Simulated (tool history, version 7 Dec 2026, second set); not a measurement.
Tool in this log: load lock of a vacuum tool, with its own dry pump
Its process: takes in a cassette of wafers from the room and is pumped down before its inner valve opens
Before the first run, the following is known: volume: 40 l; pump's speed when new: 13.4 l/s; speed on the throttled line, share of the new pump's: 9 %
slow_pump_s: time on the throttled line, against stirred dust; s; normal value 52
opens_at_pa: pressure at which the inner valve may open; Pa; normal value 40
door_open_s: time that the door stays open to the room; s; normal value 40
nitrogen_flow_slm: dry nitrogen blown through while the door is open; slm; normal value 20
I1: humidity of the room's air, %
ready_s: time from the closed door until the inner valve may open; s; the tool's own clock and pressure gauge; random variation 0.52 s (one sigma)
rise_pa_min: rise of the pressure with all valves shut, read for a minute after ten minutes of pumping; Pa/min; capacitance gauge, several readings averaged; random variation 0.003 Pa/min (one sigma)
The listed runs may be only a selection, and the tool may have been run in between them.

Run 1, day 0.000: usual settings; I1 46.7. Result: ready_s 77.9 s, rise_pa_min 0.026 Pa/min.
Run 2, day 3.721: usual settings but slow_pump_s 37 s; I1 42.0. Result: ready_s 62.9 s, rise_pa_min 0.025 Pa/min.
Run 3, day 6.379: usual settings; I1 43.3. Result: ready_s 76.2 s, rise_pa_min 0.032 Pa/min.
Run 4, day 10.196: usual settings; I1 43.5. Result: ready_s 75.8 s, rise_pa_min 0.028 Pa/min.
At day 10.883: dry pump taken out, an overhauled one fitted.
Run 5, day 13.667: usual settings but nitrogen_flow_slm 4 slm; I1 45.8. Result: ready_s 70.3 s, rise_pa_min 0.047 Pa/min.
Run 6, day 15.858: usual settings but nitrogen_flow_slm 4 slm; I1 43.0. Result: ready_s 70.0 s, rise_pa_min 0.044 Pa/min.
Run 7, day 18.533: usual settings but door_open_s 151 s; I1 42.5. Result: ready_s 70.7 s, rise_pa_min 0.044 Pa/min.
Run 8, day 21.125: usual settings but door_open_s 151 s; I1 41.0. Result: ready_s 71.9 s, rise_pa_min 0.038 Pa/min.
Run 9, day 25.217: usual settings but opens_at_pa 38 Pa, door_open_s 151 s; I1 45.9. Result: ready_s 71.1 s, rise_pa_min 0.047 Pa/min.
Run 10, day 29.600: usual settings but opens_at_pa 74 Pa; I1 45.5. Result: ready_s 68.3 s, rise_pa_min 0.035 Pa/min.
Run 11, day 32.579: usual settings; I1 43.8. Result: ready_s 69.9 s, rise_pa_min 0.039 Pa/min.
Run 12, day 35.633: usual settings; I1 47.5. Result: ready_s 71.2 s, rise_pa_min 0.035 Pa/min.
Run 13, day 38.383: usual settings but door_open_s 132 s; I1 46.5. Result: ready_s 71.0 s, rise_pa_min 0.046 Pa/min.
Run 14, day 42.279: usual settings but door_open_s 132 s; I1 43.0. Result: ready_s 71.3 s, rise_pa_min 0.050 Pa/min.
Run 15, day 45.004: usual settings; I1 45.6. Result: ready_s 70.7 s, rise_pa_min 0.046 Pa/min.
Run 16, day 48.808: usual settings; I1 46.2. Result: ready_s 71.3 s, rise_pa_min 0.047 Pa/min.
Run 17, day 50.742: usual settings; I1 46.9. Result: ready_s 70.5 s, rise_pa_min 0.042 Pa/min.
Run 18, day 55.004: usual settings but slow_pump_s 56 s; I1 43.5. Result: ready_s 73.9 s, rise_pa_min 0.048 Pa/min.
Run 19, day 59.217: usual settings but slow_pump_s 62 s, nitrogen_flow_slm 9 slm; I1 45.7. Result: ready_s 80.2 s, rise_pa_min 0.059 Pa/min.
Run 20, day 62.767: usual settings but slow_pump_s 62 s, opens_at_pa 60 Pa, nitrogen_flow_slm 11 slm; I1 44.0. Result: ready_s 79.2 s, rise_pa_min 0.059 Pa/min.
Run 21, day 66.138: usual settings but opens_at_pa 76 Pa, nitrogen_flow_slm 6 slm; I1 44.6. Result: ready_s 69.8 s, rise_pa_min 0.065 Pa/min.
Run 22, day 68.533: usual settings but slow_pump_s 42 s, door_open_s 39 s; I1 42.5. Result: ready_s 60.9 s, rise_pa_min 0.044 Pa/min.
Run 23, day 71.692: usual settings but door_open_s 231 s, nitrogen_flow_slm 5 slm; I1 46.4. Result: ready_s 71.6 s, rise_pa_min 0.109 Pa/min.
Run 24, day 75.804: usual settings but nitrogen_flow_slm 30 slm; I1 44.0. Result: ready_s 70.4 s, rise_pa_min 0.049 Pa/min.
Run 25, day 79.433: usual settings but slow_pump_s 72 s, nitrogen_flow_slm 42 slm; I1 44.9. Result: ready_s 89.6 s, rise_pa_min 0.049 Pa/min.
Run 26, day 81.467: usual settings but slow_pump_s 72 s, nitrogen_flow_slm 42 slm; I1 44.7. Result: ready_s 89.1 s, rise_pa_min 0.053 Pa/min.

Forecast run 27:
Run 27, day 84.058: usual settings but slow_pump_s 38 s, opens_at_pa 34 Pa; I1 43.6. Result: ready_s ?, rise_pa_min ?.

Run 27 gave ready_s 58.3 s, rise_pa_min 0.060 Pa/min.
Had the tool carried no hidden state, the very same run would have given ready_s 58.0 s, rise_pa_min 0.017 Pa/min.
